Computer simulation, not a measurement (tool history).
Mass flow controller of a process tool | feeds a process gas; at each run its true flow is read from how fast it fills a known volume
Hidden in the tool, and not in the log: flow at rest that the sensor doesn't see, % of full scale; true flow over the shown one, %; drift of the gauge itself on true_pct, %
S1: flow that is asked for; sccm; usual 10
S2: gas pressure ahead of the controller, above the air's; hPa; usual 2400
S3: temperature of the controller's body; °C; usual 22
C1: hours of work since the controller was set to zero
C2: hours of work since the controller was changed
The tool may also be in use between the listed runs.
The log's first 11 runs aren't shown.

run 12 day=38.325 | S1=10 S2=2400 S3=22 | C1=1646 C2=1646 | true_flow_(%)=97.79
run 13 day=42.188 | S1=10 S2=2400 S3=22 | C1=1707 C2=1707 | true_flow_(%)=97.65
run 14 day=46.517 | S1=10 S2=2400 S3=22 | C1=1775 C2=1775 | true_flow_(%)=97.87
run 15 day=49.567 | S1=10 S2=2400 S3=22 | C1=1823 C2=1823 | true_flow_(%)=97.75
run 16 day=54.375 | S1=10 S2=2400 S3=22 | C1=1899 C2=1899 | true_flow_(%)=97.66
run 17 day=57.521 | S1=10 S2=2480 S3=22 | C1=1949 C2=1949 | true_flow_(%)=97.79
run 18 day=60.625 | S1=10 S2=2400 S3=22 | C1=1998 C2=1998 | true_flow_(%)=97.83
run 19 day=65.429 | S1=10 S2=2400 S3=22 | C1=2074 C2=2074 | true_flow_(%)=97.74
run 20 day=68.138 | S1=10 S2=2400 S3=22 | C1=2117 C2=2117 | true_flow_(%)=97.64
run 21 day=71.129 | S1=10 S2=2400 S3=22 | C1=2164 C2=2164 | true_flow_(%)=97.73
run 22 day=75.288 | S1=10 S2=1500 S3=22 | C1=2230 C2=2230 | true_flow_(%)=97.80
run 23 day=77.583 | S1=10 S2=1500 S3=33 | C1=2266 C2=2266 | true_flow_(%)=99.19
run 24 day=80.104 | S1=9 S2=2400 S3=22 | C1=2306 C2=2306 | true_flow_(%)=97.46

Forecast run 25:
run 25 day=84.708 | S1=10 S2=2400 S3=22 | C1=2379 C2=2379 | true_flow_(%)=?

true flow (%): 97.73
Without the tool's hidden state the same run would have given true flow (%) 98.01.

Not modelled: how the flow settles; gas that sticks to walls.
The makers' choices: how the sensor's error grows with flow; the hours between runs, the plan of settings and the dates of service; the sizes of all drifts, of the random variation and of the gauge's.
